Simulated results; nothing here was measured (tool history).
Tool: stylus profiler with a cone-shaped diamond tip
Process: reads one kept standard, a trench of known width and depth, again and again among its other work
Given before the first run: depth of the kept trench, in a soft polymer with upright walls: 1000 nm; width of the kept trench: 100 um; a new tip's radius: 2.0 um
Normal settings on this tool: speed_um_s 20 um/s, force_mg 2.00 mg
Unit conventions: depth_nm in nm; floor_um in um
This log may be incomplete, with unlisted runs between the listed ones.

{"run": 1, "hour": 0.0, "speed_um_s": 20, "force_mg": 2.0, "depth_nm": 1013.06, "floor_um": 96.13}
{"run": 2, "hour": 20.7, "speed_um_s": 20, "force_mg": 2.0, "depth_nm": 1012.82, "floor_um": 96.16}
{"run": 3, "hour": 66.4, "speed_um_s": 20, "force_mg": 2.0, "depth_nm": 1012.89, "floor_um": 96.13}
{"run": 4, "hour": 101.0, "speed_um_s": 20, "force_mg": 1.26, "depth_nm": 1008.8, "floor_um": 96.07}
{"run": 5, "hour": 149.0, "speed_um_s": 20, "force_mg": 1.26, "depth_nm": 1008.94, "floor_um": 96.06}
{"run": 6, "hour": 191.8, "speed_um_s": 29, "force_mg": 2.0, "depth_nm": 1013.07, "floor_um": 95.96}
{"run": 7, "hour": 214.4, "speed_um_s": 29, "force_mg": 2.0, "depth_nm": 1012.88, "floor_um": 95.93}
{"run": 8, "hour": 256.9, "speed_um_s": 20, "force_mg": 3.67, "depth_nm": 1019.02, "floor_um": 96.02}
{"run": 9, "hour": 281.9, "speed_um_s": 20, "force_mg": 3.67, "depth_nm": 1018.93, "floor_um": 95.96}
{"run": 10, "hour": 316.4, "speed_um_s": 9, "force_mg": 3.67, "depth_nm": 1019.12, "floor_um": 95.94}
{"run": 11, "hour": 345.0, "speed_um_s": 9, "force_mg": 3.67, "depth_nm": 1019.02, "floor_um": 95.97}
{"run": 12, "hour": 385.5, "speed_um_s": 21, "force_mg": 3.67, "depth_nm": 1019.22, "floor_um": 95.87}
{"run": 13, "hour": 407.8, "speed_um_s": 20, "force_mg": 2.0, "depth_nm": 1012.54, "floor_um": 95.87}
{"run": 14, "hour": 441.1, "speed_um_s": 8, "force_mg": 1.36, "depth_nm": 1009.69, "floor_um": 95.9}
{"run": 15, "hour": 484.4, "speed_um_s": 20, "force_mg": 4.01, "depth_nm": 1020.44, "floor_um": 95.85}
{"run": 16, "hour": 524.7, "speed_um_s": 20, "force_mg": 4.01, "depth_nm": 1020.01, "floor_um": 95.8}
{"run": 17, "hour": 557.0, "speed_um_s": 34, "force_mg": 0.87, "depth_nm": 1006.77, "floor_um": 95.72}
{"run": 18, "hour": 586.7, "speed_um_s": 7, "force_mg": 5.69, "depth_nm": 1025.27, "floor_um": 95.8}
{"run": 19, "hour": 630.6, "speed_um_s": 7, "force_mg": 5.69, "depth_nm": 1025.13, "floor_um": 95.79}
{"run": 20, "hour": 673.1, "speed_um_s": 23, "force_mg": 1.27, "depth_nm": 1009.23, "floor_um": 95.64}
{"run": 21, "hour": 718.2, "speed_um_s": 51, "force_mg": 2.7, "depth_nm": 1014.98, "floor_um": 95.59}
{"run": 22, "hour": 766.2, "speed_um_s": 5, "force_mg": 1.37, "depth_nm": 1009.59, "floor_um": 95.73}
{"run": 23, "hour": 815.0, "speed_um_s": 5, "force_mg": 1.37, "depth_nm": 1009.26, "floor_um": 95.67}
{"run": 24, "hour": 841.0, "speed_um_s": 11, "force_mg": 2.94, "depth_nm": 1015.94, "floor_um": 95.64}
{"run": 25, "hour": 883.6, "speed_um_s": 11, "force_mg": 3.68, "depth_nm": 1019.15, "floor_um": 95.59}
{"run": 26, "hour": 914.9, "speed_um_s": 11, "force_mg": 3.68, "depth_nm": 1018.56, "floor_um": 95.56}

Below are 4 alternative next runs, each starting from the tool's condition after run 26. Predict each:
{"run": "A", "hour": 963.6, "speed_um_s": 20, "force_mg": 2.85, "depth_nm": "?", "floor_um": "?"}
{"run": "B", "hour": 963.6, "speed_um_s": 7, "force_mg": 2.0, "depth_nm": "?", "floor_um": "?"}
{"run": "C", "hour": 963.6, "speed_um_s": 71, "force_mg": 4.33, "depth_nm": "?", "floor_um": "?"}
{"run": "D", "hour": 963.6, "speed_um_s": 5, "force_mg": 2.0, "depth_nm": "?", "floor_um": "?"}

run=A depth_nm=1015.44 floor_um=95.55
run=B depth_nm=1012.11 floor_um=95.59
run=C depth_nm=1020.70 floor_um=95.47
run=D depth_nm=1011.76 floor_um=95.62
Without the tool's hidden state the same runs would have given:
run=A depth_nm=1016.28 floor_um=96.49
run=B depth_nm=1012.94 floor_um=96.53
run=C depth_nm=1021.54 floor_um=96.41
run=D depth_nm=1012.59 floor_um=96.56
